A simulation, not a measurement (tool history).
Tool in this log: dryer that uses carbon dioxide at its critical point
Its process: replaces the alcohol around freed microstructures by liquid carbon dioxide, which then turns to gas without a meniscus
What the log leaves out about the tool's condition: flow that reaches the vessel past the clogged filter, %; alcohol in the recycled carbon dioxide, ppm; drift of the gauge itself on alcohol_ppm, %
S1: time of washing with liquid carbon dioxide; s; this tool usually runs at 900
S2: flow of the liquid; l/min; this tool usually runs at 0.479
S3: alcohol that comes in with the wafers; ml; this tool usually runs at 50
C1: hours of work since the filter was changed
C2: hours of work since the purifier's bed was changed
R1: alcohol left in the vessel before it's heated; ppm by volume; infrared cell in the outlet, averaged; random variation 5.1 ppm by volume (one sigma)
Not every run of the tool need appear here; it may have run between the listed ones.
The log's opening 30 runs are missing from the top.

Run 31, hour 1243.2: usual settings but S1 1320 s, S2 0.407 l/min, S3 103 ml; C1 108; C2 381. Result: R1 85 ppm by volume.
Run 32, hour 1275.9: usual settings but S1 1320 s, S2 0.376 l/min, S3 96 ml; C1 130; C2 402. Result: R1 119 ppm by volume.
Run 33, hour 1325.0: usual settings but S2 0.303 l/min, S3 73 ml; C1 161; C2 434. Result: R1 1434 ppm by volume.
Run 34, hour 1372.0: usual settings but S1 960 s, S2 0.460 l/min, S3 78 ml; C1 192; C2 464. Result: R1 189 ppm by volume.
Run 35, hour 1421.2: usual settings but S3 98 ml; C1 224; C2 496. Result: R1 254 ppm by volume.
Run 36, hour 1467.0: usual settings but S3 98 ml; C1 253; C2 526. Result: R1 265 ppm by volume.
At hour 1497.7: purifier's bed changed.
Run 37, hour 1515.5: usual settings but S2 0.367 l/min; C1 283; C2 12. Result: R1 497 ppm by volume.
Run 38, hour 1569.5: usual settings but S1 1260 s; C1 318; C2 47. Result: R1 19 ppm by volume.
Run 39, hour 1594.1: usual settings but S1 1260 s, S3 113 ml; C1 334; C2 63. Result: R1 46 ppm by volume.
At hour 1597.6: inlet filter changed.
Run 40, hour 1629.2: usual settings but S2 0.667 l/min; C1 20; C2 85. Result: R1 22 ppm by volume.
Run 41, hour 1683.7: usual settings but S2 0.667 l/min; C1 56; C2 120. Result: R1 18 ppm by volume.
Run 42, hour 1733.5: usual settings but S2 0.667 l/min; C1 88; C2 152. Result: R1 34 ppm by volume.
Run 43, hour 1769.4: usual settings but S2 0.779 l/min; C1 111; C2 176. Result: R1 32 ppm by volume.
Run 44, hour 1792.0: usual settings but S1 720 s, S2 0.450 l/min, S3 42 ml; C1 126; C2 190. Result: R1 338 ppm by volume.
Run 45, hour 1832.5: usual settings but S2 0.450 l/min, S3 26 ml; C1 152; C2 217. Result: R1 101 ppm by volume.
Run 46, hour 1856.3: usual settings but S1 1260 s, S2 0.393 l/min, S3 30 ml; C1 168; C2 232. Result: R1 67 ppm by volume.
Run 47, hour 1879.3: usual settings but S1 960 s, S3 101 ml; C1 183; C2 247. Result: R1 151 ppm by volume.
Run 48, hour 1918.4: usual settings but S1 960 s, S2 0.417 l/min, S3 101 ml; C1 208; C2 272. Result: R1 329 ppm by volume.

Forecast each of these 3 alternatives for the next run:
Run A, hour 1973.5: usual settings but S1 1200 s, S2 0.601 l/min, S3 48 ml; C1 244; C2 308. Result: R1 ?.
Run B, hour 1973.5: usual settings but S1 1140 s; C1 244; C2 308. Result: R1 ?.
Run C, hour 1973.5: usual settings but S1 1080 s, S2 0.332 l/min, S3 91 ml; C1 244; C2 308. Result: R1 ?.

run   R1
  A   60
  B   59
  C  604
The same runs, with their run-to-run variation unchanged, on a tool lacking any hidden condition would have given:
run   R1
  A   16
  B    5
  C  327

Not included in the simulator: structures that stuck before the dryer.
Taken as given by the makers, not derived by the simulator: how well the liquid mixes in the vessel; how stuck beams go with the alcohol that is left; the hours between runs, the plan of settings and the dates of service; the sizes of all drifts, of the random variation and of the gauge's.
